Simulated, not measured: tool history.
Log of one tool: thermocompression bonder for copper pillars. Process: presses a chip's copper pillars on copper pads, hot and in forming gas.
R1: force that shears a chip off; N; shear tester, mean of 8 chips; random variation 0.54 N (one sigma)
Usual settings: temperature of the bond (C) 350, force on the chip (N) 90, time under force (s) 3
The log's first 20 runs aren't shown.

{"run": 21, "hour": 128.6, "temperature of the bond (C)": 355, "force on the chip (N)": 106, "time under force (s)": 2, "R1": 72.5}
{"run": 22, "hour": 137.5, "temperature of the bond (C)": 324, "force on the chip (N)": 71, "time under force (s)": 6, "R1": 62.8}
{"run": 23, "hour": 144.5, "temperature of the bond (C)": 324, "force on the chip (N)": 71, "time under force (s)": 6, "R1": 62.9}
{"run": 24, "hour": 151.2, "temperature of the bond (C)": 323, "force on the chip (N)": 131, "time under force (s)": 3, "R1": 78.7}
{"run": 25, "hour": 157.8, "temperature of the bond (C)": 367, "force on the chip (N)": 131, "time under force (s)": 3, "R1": 94.1}
{"run": 26, "hour": 165.8, "temperature of the bond (C)": 367, "force on the chip (N)": 131, "time under force (s)": 3, "R1": 96.3}
{"run": 27, "hour": 173.5, "temperature of the bond (C)": 350, "force on the chip (N)": 118, "time under force (s)": 3, "R1": 85}
{"run": 28, "hour": 178.3, "temperature of the bond (C)": 350, "force on the chip (N)": 118, "time under force (s)": 3, "R1": 83.7}
{"run": 29, "hour": 184.0, "temperature of the bond (C)": 350, "force on the chip (N)": 118, "time under force (s)": 3, "R1": 84.5}
{"run": 30, "hour": 191.9, "temperature of the bond (C)": 374, "force on the chip (N)": 57, "time under force (s)": 2, "R1": 48.9}
{"run": 31, "hour": 200.8, "temperature of the bond (C)": 378, "force on the chip (N)": 90, "time under force (s)": 7, "R1": 96.9}
{"run": 32, "hour": 210.4, "temperature of the bond (C)": 378, "force on the chip (N)": 90, "time under force (s)": 2, "R1": 73}
{"run": 33, "hour": 218.5, "temperature of the bond (C)": 378, "force on the chip (N)": 90, "time under force (s)": 2, "R1": 73}
{"run": 34, "hour": 223.3, "temperature of the bond (C)": 378, "force on the chip (N)": 90, "time under force (s)": 2, "R1": 72.5}
{"run": 35, "hour": 229.5, "temperature of the bond (C)": 378, "force on the chip (N)": 90, "time under force (s)": 2, "R1": 74.1}
{"run": 36, "hour": 233.6, "temperature of the bond (C)": 378, "force on the chip (N)": 61, "time under force (s)": 2, "R1": 54.4}
{"run": 37, "hour": 241.5, "temperature of the bond (C)": 374, "force on the chip (N)": 61, "time under force (s)": 3, "R1": 60.6}
{"run": 38, "hour": 245.6, "temperature of the bond (C)": 374, "force on the chip (N)": 61, "time under force (s)": 3, "R1": 59.1}
{"run": 39, "hour": 249.9, "temperature of the bond (C)": 366, "force on the chip (N)": 122, "time under force (s)": 2, "R1": 84.3}
{"run": 40, "hour": 254.8, "temperature of the bond (C)": 366, "force on the chip (N)": 122, "time under force (s)": 2, "R1": 84.2}

Forecast each of these 3 alternatives for the next run:
{"run": "A", "hour": 262.6, "temperature of the bond (C)": 350, "force on the chip (N)": 108, "time under force (s)": 3, "R1": "?"}
{"run": "B", "hour": 262.6, "temperature of the bond (C)": 332, "force on the chip (N)": 99, "time under force (s)": 6, "R1": "?"}
{"run": "C", "hour": 262.6, "temperature of the bond (C)": 350, "force on the chip (N)": 73, "time under force (s)": 3, "R1": "?"}

run=A R1=79.4
run=B R1=83.4
run=C R1=60.1
Without the tool's hidden state the same runs would have given:
run=A R1=79.7
run=B R1=83.6
run=C R1=60.4
